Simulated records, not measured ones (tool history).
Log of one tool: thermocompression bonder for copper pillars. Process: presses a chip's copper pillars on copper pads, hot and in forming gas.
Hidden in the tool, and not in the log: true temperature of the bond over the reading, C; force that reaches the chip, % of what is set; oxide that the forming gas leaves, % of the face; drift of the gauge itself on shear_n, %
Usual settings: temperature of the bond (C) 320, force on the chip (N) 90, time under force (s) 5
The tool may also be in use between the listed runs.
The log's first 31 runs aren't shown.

run   hour  temperature of the bond (C)  force on the chip (N)  time under force (s)  hours of work since the heater was calibrated  hours of work since the force cell was calibrated  hours of work since the gas filter was changed  force that shears a chip off (N)
 32  392.7                          313                     74                     9                                           1171                                                410                                              13                              66.7
 33  400.1                          348                    129                     4                                           1174                                                413                                              17                              97.7
 34  412.9                          318                     90                     5                                           1179                                                418                                              22                              67.9
 35  420.9                          333                     86                     5                                           1183                                                422                                              25                              73.6
 36  438.1                          326                    115                     9                                           1190                                                429                                              32                              99.3
 37  453.7                          326                    115                     9                                           1196                                                435                                              38                                96
 38  467.5                          300                     90                     3                                           1202                                                441                                              44                              45.2
 39  483.9                          335                    100                     3                                           1208                                                447                                              51                              71.4
 40  492.1                          335                    100                     3                                           1212                                                451                                              54                              70.3

3 ways to go on from here, each from the tool as it stands after run 40. What would each give?
  A  500.2                          315                     90                    11                                           1215                                                454                                              57                                 ?
  B  500.2                          325                     67                     5                                           1215                                                454                                              57                                 ?
  C  500.2                          335                    105                     3                                           1215                                                454                                              57                                 ?

run  force that shears a chip off (N)
  A                              82.9
  B                              54.4
  C                              74.1
Without the tool's hidden state the same runs would have given:
run  force that shears a chip off (N)
  A                              91.8
  B                              61.9
  C                              82.3
